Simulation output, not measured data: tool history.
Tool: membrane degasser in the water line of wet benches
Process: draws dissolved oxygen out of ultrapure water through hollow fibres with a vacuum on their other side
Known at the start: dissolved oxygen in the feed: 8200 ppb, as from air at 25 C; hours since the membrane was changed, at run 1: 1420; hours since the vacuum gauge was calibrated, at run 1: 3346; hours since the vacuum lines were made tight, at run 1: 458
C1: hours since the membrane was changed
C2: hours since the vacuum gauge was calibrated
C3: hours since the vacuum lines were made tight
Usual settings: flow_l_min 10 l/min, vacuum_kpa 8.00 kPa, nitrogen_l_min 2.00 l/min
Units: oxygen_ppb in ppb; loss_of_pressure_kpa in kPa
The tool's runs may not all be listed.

run 1 hour=0.0 | flow_l_min=10 vacuum_kpa=8.00 nitrogen_l_min=2.00 | C1=1420 C2=3346 C3=458 | oxygen_ppb=66.9 loss_of_pressure_kpa=44.00
run 2 hour=84.3 | flow_l_min=10 vacuum_kpa=8.00 nitrogen_l_min=2.00 | C1=1504 C2=3430 C3=542 | oxygen_ppb=66.5 loss_of_pressure_kpa=44.53
run 3 hour=255.3 | flow_l_min=10 vacuum_kpa=8.00 nitrogen_l_min=2.00 | C1=1675 C2=3601 C3=713 | oxygen_ppb=67.0 loss_of_pressure_kpa=44.46
run 4 hour=441.2 | flow_l_min=10 vacuum_kpa=8.00 nitrogen_l_min=2.00 | C1=1861 C2=3787 C3=899 | oxygen_ppb=67.3 loss_of_pressure_kpa=44.03
run 5 hour=591.9 | flow_l_min=10 vacuum_kpa=8.00 nitrogen_l_min=2.00 | C1=2012 C2=3938 C3=1050 | oxygen_ppb=69.1 loss_of_pressure_kpa=44.64
run 6 hour=774.3 | flow_l_min=10 vacuum_kpa=8.00 nitrogen_l_min=2.00 | C1=2194 C2=4120 C3=1232 | oxygen_ppb=67.6 loss_of_pressure_kpa=44.64
run 7 hour=952.5 | flow_l_min=10 vacuum_kpa=8.00 nitrogen_l_min=2.00 | C1=2373 C2=4298 C3=1411 | oxygen_ppb=68.5 loss_of_pressure_kpa=44.87
run 8 hour=1067.8 | flow_l_min=10 vacuum_kpa=8.00 nitrogen_l_min=1.90 | C1=2488 C2=4414 C3=1526 | oxygen_ppb=70.3 loss_of_pressure_kpa=44.43
run 9 hour=1177.4 | flow_l_min=10 vacuum_kpa=8.00 nitrogen_l_min=1.90 | C1=2597 C2=4523 C3=1636 | oxygen_ppb=71.5 loss_of_pressure_kpa=44.74
run 10 hour=1345.3 | flow_l_min=10 vacuum_kpa=16.77 nitrogen_l_min=1.90 | C1=2765 C2=4691 C3=1803 | oxygen_ppb=183.0 loss_of_pressure_kpa=44.64
run 11 hour=1512.1 | flow_l_min=10 vacuum_kpa=16.77 nitrogen_l_min=1.90 | C1=2932 C2=4858 C3=1970 | oxygen_ppb=184.4 loss_of_pressure_kpa=44.67
run 12 hour=1630.9 | flow_l_min=6 vacuum_kpa=16.77 nitrogen_l_min=1.90 | C1=3051 C2=4977 C3=2089 | oxygen_ppb=109.1 loss_of_pressure_kpa=27.08
run 13 hour=1794.2 | flow_l_min=6 vacuum_kpa=16.77 nitrogen_l_min=1.90 | C1=3214 C2=5140 C3=2252 | oxygen_ppb=109.6 loss_of_pressure_kpa=27.13
-- hour=1805.6 vacuum gauge calibrated
run 14 hour=1924.8 | flow_l_min=10 vacuum_kpa=8.00 nitrogen_l_min=5.33 | C1=3344 C2=119 C3=2382 | oxygen_ppb=31.1 loss_of_pressure_kpa=45.04
run 15 hour=2094.5 | flow_l_min=10 vacuum_kpa=8.00 nitrogen_l_min=5.33 | C1=3514 C2=289 C3=2552 | oxygen_ppb=32.5 loss_of_pressure_kpa=44.90
run 16 hour=2231.6 | flow_l_min=7 vacuum_kpa=8.00 nitrogen_l_min=2.00 | C1=3651 C2=426 C3=2689 | oxygen_ppb=45.8 loss_of_pressure_kpa=31.57
run 17 hour=2374.8 | flow_l_min=10 vacuum_kpa=8.00 nitrogen_l_min=2.00 | C1=3794 C2=569 C3=2832 | oxygen_ppb=69.2 loss_of_pressure_kpa=45.19
run 18 hour=2474.0 | flow_l_min=11 vacuum_kpa=8.00 nitrogen_l_min=2.00 | C1=3894 C2=668 C3=2932 | oxygen_ppb=78.0 loss_of_pressure_kpa=49.82
run 19 hour=2578.3 | flow_l_min=10 vacuum_kpa=8.00 nitrogen_l_min=2.00 | C1=3998 C2=773 C3=3036 | oxygen_ppb=69.7 loss_of_pressure_kpa=44.98
-- hour=2654.1 vacuum gauge calibrated, once more
run 20 hour=2671.7 | flow_l_min=9 vacuum_kpa=6.12 nitrogen_l_min=2.00 | C1=4091 C2=18 C3=3129 | oxygen_ppb=38.2 loss_of_pressure_kpa=40.87
run 21 hour=2817.3 | flow_l_min=10 vacuum_kpa=6.76 nitrogen_l_min=1.70 | C1=4236 C2=163 C3=3274 | oxygen_ppb=61.2 loss_of_pressure_kpa=45.27
run 22 hour=2933.4 | flow_l_min=10 vacuum_kpa=7.51 nitrogen_l_min=2.00 | C1=4352 C2=279 C3=3391 | oxygen_ppb=61.7 loss_of_pressure_kpa=45.26
run 23 hour=3043.7 | flow_l_min=10 vacuum_kpa=7.51 nitrogen_l_min=2.00 | C1=4463 C2=390 C3=3501 | oxygen_ppb=62.4 loss_of_pressure_kpa=45.35
run 24 hour=3131.4 | flow_l_min=14 vacuum_kpa=15.86 nitrogen_l_min=1.44 | C1=4550 C2=477 C3=3589 | oxygen_ppb=318.0 loss_of_pressure_kpa=63.96
run 25 hour=3301.0 | flow_l_min=14 vacuum_kpa=15.86 nitrogen_l_min=1.44 | C1=4720 C2=647 C3=3758 | oxygen_ppb=315.4 loss_of_pressure_kpa=63.89
run 26 hour=3375.8 | flow_l_min=14 vacuum_kpa=15.86 nitrogen_l_min=1.44 | C1=4795 C2=722 C3=3833 | oxygen_ppb=321.5 loss_of_pressure_kpa=63.99
run 27 hour=3503.9 | flow_l_min=8 vacuum_kpa=15.60 nitrogen_l_min=2.35 | C1=4923 C2=850 C3=3961 | oxygen_ppb=109.9 loss_of_pressure_kpa=36.48
run 28 hour=3617.2 | flow_l_min=8 vacuum_kpa=15.60 nitrogen_l_min=2.35 | C1=5036 C2=963 C3=4074 | oxygen_ppb=109.5 loss_of_pressure_kpa=36.47
run 29 hour=3708.3 | flow_l_min=8 vacuum_kpa=15.60 nitrogen_l_min=2.35 | C1=5127 C2=1054 C3=4165 | oxygen_ppb=109.1 loss_of_pressure_kpa=36.30
run 30 hour=3814.1 | flow_l_min=12 vacuum_kpa=18.37 nitrogen_l_min=2.48 | C1=5233 C2=1160 C3=4271 | oxygen_ppb=197.2 loss_of_pressure_kpa=54.78
run 31 hour=3952.2 | flow_l_min=9 vacuum_kpa=4.89 nitrogen_l_min=2.00 | C1=5371 C2=1298 C3=4409 | oxygen_ppb=25.9 loss_of_pressure_kpa=40.99
run 32 hour=4048.6 | flow_l_min=9 vacuum_kpa=9.12 nitrogen_l_min=3.87 | C1=5468 C2=1394 C3=4506 | oxygen_ppb=41.3 loss_of_pressure_kpa=40.97
run 33 hour=4181.0 | flow_l_min=9 vacuum_kpa=9.12 nitrogen_l_min=3.87 | C1=5600 C2=1527 C3=4638 | oxygen_ppb=42.2 loss_of_pressure_kpa=41.36

The same runs without the tool's hidden state, with the same run-to-run variation:
The hidden state here: membrane still open, %; true pressure behind the membrane over the reading, kPa; air that leaks in behind the membrane, l/min; drift of the gauge itself on oxygen_ppb, %; drift of the gauge itself on loss_of_pressure_kpa, %.
run=1 oxygen_ppb=65.1 loss_of_pressure_kpa=43.53
run=2 oxygen_ppb=64.6 loss_of_pressure_kpa=44.04
run=3 oxygen_ppb=64.9 loss_of_pressure_kpa=43.90
run=4 oxygen_ppb=64.9 loss_of_pressure_kpa=43.42
run=5 oxygen_ppb=66.5 loss_of_pressure_kpa=43.96
run=6 oxygen_ppb=64.9 loss_of_pressure_kpa=43.90
run=7 oxygen_ppb=65.6 loss_of_pressure_kpa=44.08
run=8 oxygen_ppb=67.1 loss_of_pressure_kpa=43.60
run=9 oxygen_ppb=68.2 loss_of_pressure_kpa=43.87
run=10 oxygen_ppb=178.3 loss_of_pressure_kpa=43.71
run=11 oxygen_ppb=179.4 loss_of_pressure_kpa=43.69
run=12 oxygen_ppb=105.4 loss_of_pressure_kpa=26.46
run=13 oxygen_ppb=105.6 loss_of_pressure_kpa=26.48
run=14 oxygen_ppb=28.5 loss_of_pressure_kpa=43.91
run=15 oxygen_ppb=29.8 loss_of_pressure_kpa=43.72
run=16 oxygen_ppb=42.7 loss_of_pressure_kpa=30.72
run=17 oxygen_ppb=64.3 loss_of_pressure_kpa=43.93
run=18 oxygen_ppb=72.2 loss_of_pressure_kpa=48.39
run=19 oxygen_ppb=64.5 loss_of_pressure_kpa=43.65
run=20 oxygen_ppb=36.0 loss_of_pressure_kpa=39.64
run=21 oxygen_ppb=58.0 loss_of_pressure_kpa=43.85
run=22 oxygen_ppb=58.3 loss_of_pressure_kpa=43.80
run=23 oxygen_ppb=58.9 loss_of_pressure_kpa=43.85
run=24 oxygen_ppb=307.8 loss_of_pressure_kpa=61.81
run=25 oxygen_ppb=304.7 loss_of_pressure_kpa=61.66
run=26 oxygen_ppb=310.4 loss_of_pressure_kpa=61.73
run=27 oxygen_ppb=104.9 loss_of_pressure_kpa=35.16
run=28 oxygen_ppb=104.3 loss_of_pressure_kpa=35.11
run=29 oxygen_ppb=103.8 loss_of_pressure_kpa=34.93
run=30 oxygen_ppb=188.4 loss_of_pressure_kpa=52.66
run=31 oxygen_ppb=22.9 loss_of_pressure_kpa=39.37
run=32 oxygen_ppb=38.1 loss_of_pressure_kpa=39.32
run=33 oxygen_ppb=38.8 loss_of_pressure_kpa=39.66

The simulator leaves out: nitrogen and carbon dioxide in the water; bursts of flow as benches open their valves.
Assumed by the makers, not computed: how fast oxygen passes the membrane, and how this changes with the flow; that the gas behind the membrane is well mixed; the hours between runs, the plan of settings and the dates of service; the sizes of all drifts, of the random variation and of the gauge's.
